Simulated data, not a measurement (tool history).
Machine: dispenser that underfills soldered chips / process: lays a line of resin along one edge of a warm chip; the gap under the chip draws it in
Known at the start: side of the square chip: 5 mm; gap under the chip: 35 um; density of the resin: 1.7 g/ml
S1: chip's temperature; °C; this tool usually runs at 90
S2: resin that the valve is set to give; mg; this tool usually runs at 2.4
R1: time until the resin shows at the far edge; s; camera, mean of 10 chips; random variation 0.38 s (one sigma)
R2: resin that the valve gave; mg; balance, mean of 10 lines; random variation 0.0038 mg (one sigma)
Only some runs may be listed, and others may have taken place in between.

run,hour,S1,S2,R1,R2
1,0,90,2.4,24.2,2.345
2,3.3,90,2.4,29.7,2.344
# hour 5.4: dispensing valve cleaned and set on the balance
3,7.6,90,2.4,34.6,2.403
# hour 11.4: new syringe of resin
4,12.8,90,2.4,25.6,2.409
5,16.1,90,2.11,31.9,2.108
6,21,90,2.11,41.8,2.108
# hour 22.8: new syringe of resin
7,23.5,90,2.11,24.9,2.111
8,26.2,90,2.43,29.2,2.426
9,29.5,90,2.43,34.6,2.423
# hour 34.1: new syringe of resin
10,35.1,78,2.43,36.9,2.42
11,38.8,78,2.43,44.6,2.415
12,44.1,78,2.43,61.2,2.412
# hour 45.4: new syringe of resin
13,49.3,78,2.43,42.8,2.403
14,54.3,90,2.4,38.6,2.376
# hour 56.8: new syringe of resin
15,58,79,2.4,35.4,2.371
16,61,79,2.4,41.9,2.374
17,66.1,90,2.48,40,2.449
# hour 68.1: new syringe of resin
18,70.9,90,2.48,28,2.435
19,73.6,84,2.9,37.7,2.851
20,77,84,2.64,47.4,2.593
# hour 78.9: dispensing valve cleaned and set on the balance
# hour 80.6: new syringe of resin
21,83.4,94,2.89,24.9,2.886
22,86.8,90,2.31,34.1,2.307
23,91.4,85,2.25,51.6,2.243
# hour 92: new syringe of resin
24,95.6,85,2.25,33.1,2.243
25,100.4,85,2.06,45.1,2.043
26,102.5,85,3.06,48.8,3.04
# hour 103.3: new syringe of resin
27,106.7,85,3.06,33,3.032
28,111.6,95,2.07,33.3,2.045
# hour 114.7: new syringe of resin
29,115.5,100,2.5,18,2.469
30,117.7,83,2.38,35.3,2.344
31,120.5,80,2.38,46,2.348
32,122.9,95,2.13,33.3,2.098
33,125.4,95,2.13,38.6,2.097
# hour 126: new syringe of resin
34,128.3,91,2.4,25.5,2.367
35,131.7,92,2.4,31,2.359

Alternative continuations, all from the tool just after run 35; predict every row:
A,135.4,78,3.01,?,?
B,135.4,103,2.51,?,?
C,135.4,82,2.16,?,?
D,135.4,92,2.84,?,?
E,135.4,84,2.4,?,?

run,R1,R2
A,57.5,2.96
B,27.1,2.467
C,53.8,2.127
D,37.8,2.786
E,47.5,2.352
What these runs would have given with no unlogged condition in the tool:
run,R1,R2
A,32.3,3.011
B,15.2,2.509
C,30.3,2.164
D,21.2,2.834
E,26.6,2.392
